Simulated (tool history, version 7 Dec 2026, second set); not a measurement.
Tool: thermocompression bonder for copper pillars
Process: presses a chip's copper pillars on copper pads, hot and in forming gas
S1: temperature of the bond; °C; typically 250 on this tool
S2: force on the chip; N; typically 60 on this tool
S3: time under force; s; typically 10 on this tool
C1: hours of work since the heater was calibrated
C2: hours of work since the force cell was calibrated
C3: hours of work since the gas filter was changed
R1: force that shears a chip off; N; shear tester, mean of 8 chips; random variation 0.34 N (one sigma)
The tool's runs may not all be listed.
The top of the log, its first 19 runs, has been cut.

run	hour	S1	S2	S3	C1	C2	C3	R1
20	161.4	225	73	27	524	6	251	45.9
21	170.9	259	89	27	529	10	256	72.4
22	178.6	250	40	6	532	14	259	20.4
23	188.6	250	44	6	537	18	264	23.5
24	193.4	279	53	8	539	21	266	47.5
25	201.7	250	76	6	543	24	270	41.2
26	210.8	280	60	10	547	29	274	56.4
27	219.9	226	43	7	551	33	278	15.1
28	231.4	239	50	7	557	38	284	23.8
29	240	270	76	8	561	42	288	56.8
30	247.7	250	38	29	564	46	291	37.4

Each row is a separate what-if for the run after 30, all from the same tool condition, not one after another. Results?
A	255.3	226	54	7	568	49	295	?
B	255.3	250	60	9	568	49	295	?
C	255.3	250	60	9	568	49	295	?

run	R1
A	20.5
B	37.4
C	37.3
With the hidden condition removed and each run's random variation left untouched, the same runs would have given:
run	R1
A	20.1
B	37.5
C	37.4

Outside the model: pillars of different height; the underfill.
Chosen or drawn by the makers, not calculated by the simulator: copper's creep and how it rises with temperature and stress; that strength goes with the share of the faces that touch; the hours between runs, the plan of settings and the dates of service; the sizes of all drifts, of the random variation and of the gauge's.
